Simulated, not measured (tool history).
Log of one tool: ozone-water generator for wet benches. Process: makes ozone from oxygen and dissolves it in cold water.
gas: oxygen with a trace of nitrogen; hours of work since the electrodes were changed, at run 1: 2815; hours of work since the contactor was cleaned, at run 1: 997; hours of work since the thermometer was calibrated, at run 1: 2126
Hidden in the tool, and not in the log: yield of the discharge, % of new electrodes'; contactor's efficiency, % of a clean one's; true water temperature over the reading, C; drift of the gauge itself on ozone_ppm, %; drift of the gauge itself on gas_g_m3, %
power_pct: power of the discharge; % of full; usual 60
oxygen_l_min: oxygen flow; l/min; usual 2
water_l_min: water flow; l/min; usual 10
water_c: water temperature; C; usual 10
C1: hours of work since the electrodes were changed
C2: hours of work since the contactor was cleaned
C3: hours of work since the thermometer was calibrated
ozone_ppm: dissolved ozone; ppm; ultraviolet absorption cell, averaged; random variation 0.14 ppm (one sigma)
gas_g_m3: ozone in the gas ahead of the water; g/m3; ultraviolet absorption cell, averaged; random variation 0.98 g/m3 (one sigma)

Run 1, hour 0: usual settings; C1 2815; C2 997; C3 2126. Result: ozone_ppm 16.1 ppm, gas_g_m3 166.3 g/m3.
Run 2, hour 77.2: usual settings; C1 2872; C2 1054; C3 2183. Result: ozone_ppm 16.2 ppm, gas_g_m3 167.1 g/m3.
Run 3, hour 120.6: usual settings but water_l_min 12 l/min; C1 2904; C2 1086; C3 2215. Result: ozone_ppm 13.3 ppm, gas_g_m3 167.2 g/m3.
Run 4, hour 218.2: usual settings but water_l_min 12 l/min; C1 2975; C2 1157; C3 2286. Result: ozone_ppm 13.2 ppm, gas_g_m3 168.1 g/m3.
Run 5, hour 277.4: usual settings; C1 3019; C2 1201; C3 2330. Result: ozone_ppm 16.3 ppm, gas_g_m3 167.3 g/m3.
Run 6, hour 319.6: usual settings; C1 3050; C2 1232; C3 2361. Result: ozone_ppm 16.2 ppm, gas_g_m3 169.7 g/m3.
Run 7, hour 376.8: usual settings; C1 3092; C2 1274; C3 2403. Result: ozone_ppm 16.2 ppm, gas_g_m3 168.5 g/m3.
Run 8, hour 424.9: usual settings; C1 3127; C2 1309; C3 2438. Result: ozone_ppm 16.2 ppm, gas_g_m3 171.4 g/m3.
Run 9, hour 519.5: usual settings; C1 3197; C2 1379; C3 2508. Result: ozone_ppm 16 ppm, gas_g_m3 170.3 g/m3.
Run 10, hour 584.4: usual settings; C1 3244; C2 1426; C3 2555. Result: ozone_ppm 16 ppm, gas_g_m3 169.8 g/m3.
Run 11, hour 632.9: usual settings but power_pct 84 % of full; C1 3280; C2 1462; C3 2591. Result: ozone_ppm 21.1 ppm, gas_g_m3 223.1 g/m3.
Run 12, hour 713.3: usual settings but power_pct 84 % of full; C1 3339; C2 1521; C3 2650. Result: ozone_ppm 21.3 ppm, gas_g_m3 222.4 g/m3.
Run 13, hour 804.4: usual settings but power_pct 84 % of full; C1 3406; C2 1588; C3 2717. Result: ozone_ppm 21.2 ppm, gas_g_m3 223.9 g/m3.
Run 14, hour 881.7: usual settings; C1 3463; C2 1645; C3 2774. Result: ozone_ppm 16.1 ppm, gas_g_m3 170.8 g/m3.
Run 15, hour 957.5: usual settings but oxygen_l_min 1.75 l/min; C1 3518; C2 1700; C3 2829. Result: ozone_ppm 15.9 ppm, gas_g_m3 184.1 g/m3.
Run 16, hour 999.4: usual settings but oxygen_l_min 1.75 l/min; C1 3549; C2 1731; C3 2860. Result: ozone_ppm 15.9 ppm, gas_g_m3 183.3 g/m3.
Run 17, hour 1071: usual settings but power_pct 56 % of full; C1 3602; C2 1784; C3 2913. Result: ozone_ppm 15.4 ppm, gas_g_m3 163.1 g/m3.
Run 18, hour 1114.8: usual settings but power_pct 56 % of full, oxygen_l_min 3.55 l/min, water_c 8 C; C1 3634; C2 1816; C3 2945. Result: ozone_ppm 16.3 ppm, gas_g_m3 116.5 g/m3.
Run 19, hour 1203.6: usual settings but oxygen_l_min 1.34 l/min, water_l_min 9 l/min; C1 3699; C2 1881; C3 3010. Result: ozone_ppm 16.9 ppm, gas_g_m3 216.6 g/m3.
At hour 1217.7: water thermometer calibrated.
At hour 1262.1: gauge calibrated.
Run 20, hour 1284.5: usual settings but oxygen_l_min 1.34 l/min, water_l_min 9 l/min; C1 3758; C2 1940; C3 49. Result: ozone_ppm 16.9 ppm, gas_g_m3 209.3 g/m3.
Run 21, hour 1377.4: usual settings but oxygen_l_min 1.34 l/min, water_l_min 9 l/min, water_c 5 C; C1 3826; C2 2008; C3 117. Result: ozone_ppm 17.6 ppm, gas_g_m3 208.6 g/m3.
Run 22, hour 1475.7: usual settings but oxygen_l_min 1.34 l/min, water_l_min 9 l/min, water_c 5 C; C1 3899; C2 2081; C3 190. Result: ozone_ppm 17.7 ppm, gas_g_m3 211.7 g/m3.
Run 23, hour 1554.5: usual settings but oxygen_l_min 1.34 l/min, water_l_min 9 l/min, water_c 5 C; C1 3957; C2 2139; C3 247. Result: ozone_ppm 17.6 ppm, gas_g_m3 210.4 g/m3.
Run 24, hour 1647.4: usual settings but oxygen_l_min 3.16 l/min, water_c 7 C; C1 4025; C2 2207; C3 316. Result: ozone_ppm 17.2 ppm, gas_g_m3 130.4 g/m3.
Run 25, hour 1735.4: usual settings but power_pct 73 % of full, oxygen_l_min 3.16 l/min, water_l_min 15 l/min, water_c 7 C; C1 4089; C2 2272; C3 380. Result: ozone_ppm 13.2 ppm, gas_g_m3 153.7 g/m3.
Run 26, hour 1797.7: usual settings but power_pct 73 % of full, oxygen_l_min 3.16 l/min, water_l_min 15 l/min, water_c 7 C; C1 4135; C2 2317; C3 426. Result: ozone_ppm 13.5 ppm, gas_g_m3 153 g/m3.
Run 27, hour 1865.8: usual settings but power_pct 94 % of full, oxygen_l_min 1.93 l/min, water_l_min 9 l/min, water_c 13 C; C1 4185; C2 2367; C3 476. Result: ozone_ppm 24.8 ppm, gas_g_m3 248.1 g/m3.
At hour 1907.5: contactor cleaned.
Run 28, hour 1934.3: usual settings but power_pct 44 % of full, oxygen_l_min 1.18 l/min, water_l_min 7 l/min, water_c 13 C; C1 4233; C2 20; C3 524. Result: ozone_ppm 16.2 ppm, gas_g_m3 180.6 g/m3.
Run 29, hour 1993.9: usual settings but power_pct 44 % of full, oxygen_l_min 1.5 l/min, water_l_min 13 l/min, water_c 6 C; C1 4276; C2 63; C3 567. Result: ozone_ppm 9 ppm, gas_g_m3 156 g/m3.
Run 30, hour 2077.4: usual settings but oxygen_l_min 1.61 l/min, water_c 8 C; C1 4338; C2 125; C3 629. Result: ozone_ppm 15.5 ppm, gas_g_m3 194.8 g/m3.
Run 31, hour 2122: usual settings but oxygen_l_min 1.61 l/min, water_c 8 C; C1 4371; C2 158; C3 661. Result: ozone_ppm 16.1 ppm, gas_g_m3 193.9 g/m3.
Run 32, hour 2167.9: usual settings but oxygen_l_min 1.61 l/min, water_c 8 C; C1 4404; C2 191; C3 695. Result: ozone_ppm 15.7 ppm, gas_g_m3 193 g/m3.
Run 33, hour 2269.3: usual settings but oxygen_l_min 1.61 l/min, water_c 8 C; C1 4479; C2 266; C3 770. Result: ozone_ppm 16 ppm, gas_g_m3 194.9 g/m3.

Hidden state or all else? Some run-to-run changes of gas_g_m3, split into what the settings, what came in and random variation would give without the hidden state, and what is left for the hidden state (with any gauge scatter that isn't in both results):
Run 18 -> 19: power_pct 56 -> 60, oxygen_l_min 3.55 -> 1.34, water_l_min 10 -> 9, water_c 8 -> 10. gas_g_m3 +100.1 g/m3: hidden state +2.8, all else +97.3.
Run 19 -> 20: water thermometer calibrated, gauge calibrated. gas_g_m3 -7.3 g/m3: hidden state -5.9, all else -1.4.
Run 23 -> 24: oxygen_l_min 1.34 -> 3.16, water_l_min 9 -> 10, water_c 5 -> 7. gas_g_m3 -80 g/m3: hidden state -0.2, all else -79.8.
Run 26 -> 27: power_pct 73 -> 94, oxygen_l_min 3.16 -> 1.93, water_l_min 15 -> 9, water_c 7 -> 13. gas_g_m3 +95.1 g/m3: hidden state +1.3, all else +93.8.
